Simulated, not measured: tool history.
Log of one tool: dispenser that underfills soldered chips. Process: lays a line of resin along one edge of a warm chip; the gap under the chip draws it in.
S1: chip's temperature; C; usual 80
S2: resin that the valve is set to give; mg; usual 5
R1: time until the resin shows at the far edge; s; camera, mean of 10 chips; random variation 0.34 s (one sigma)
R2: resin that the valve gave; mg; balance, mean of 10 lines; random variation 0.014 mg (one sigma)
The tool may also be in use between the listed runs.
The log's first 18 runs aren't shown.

run	hour	S1	S2	R1	R2
19	147.4	80	5	20	4.86
# hour 151.5: new syringe of resin
20	154.9	91	5.86	13.2	5.69
# hour 160.4: new syringe of resin
21	166.6	91	5.86	16.3	5.66
# hour 169.1: new syringe of resin
22	174.9	91	5.86	15.2	5.62
# hour 178: new syringe of resin
23	181.5	74	4.44	22.9	4.25
# hour 186.5: new syringe of resin
# hour 188: dispensing valve cleaned and set on the balance
24	192.6	74	4.44	25	4.42
# hour 196.7: new syringe of resin
25	200	74	4.44	22.3	4.42
# hour 205.8: new syringe of resin
26	207.6	80	4.45	17.5	4.4
# hour 215: new syringe of resin
27	216.3	80	5.15	16.1	5.07
# hour 224.2: new syringe of resin
28	225.9	80	5.15	17	5.02
29	231.2	85	4.78	19.4	4.67
# hour 233.6: new syringe of resin
30	237.7	89	4.67	14.8	4.56
# hour 242.4: new syringe of resin
31	243.8	89	4.67	12.9	4.52
32	250.2	80	4.33	24.6	4.2
# hour 251: new syringe of resin
33	257	79	5.58	22.1	5.4
# hour 259.8: new syringe of resin
# hour 268.7: new syringe of resin
34	268.7	95	5	9.9	4.84
35	275	94	6.45	14.3	6.2

3 ways to go on from here, each from the tool as it stands after run 35. What would each give?
# hour 278: new syringe of resin
A	285.9	80	5	?	?
# hour 278: new syringe of resin
B	285.9	80	5.36	?	?
# hour 278: new syringe of resin
C	285.9	80	6.39	?	?

run	R1	R2
A	23.4	4.75
B	23.6	5.12
C	23.3	6.1
Without the tool's hidden state the same runs would have given:
run	R1	R2
A	16	4.98
B	16.2	5.37
C	16	6.4
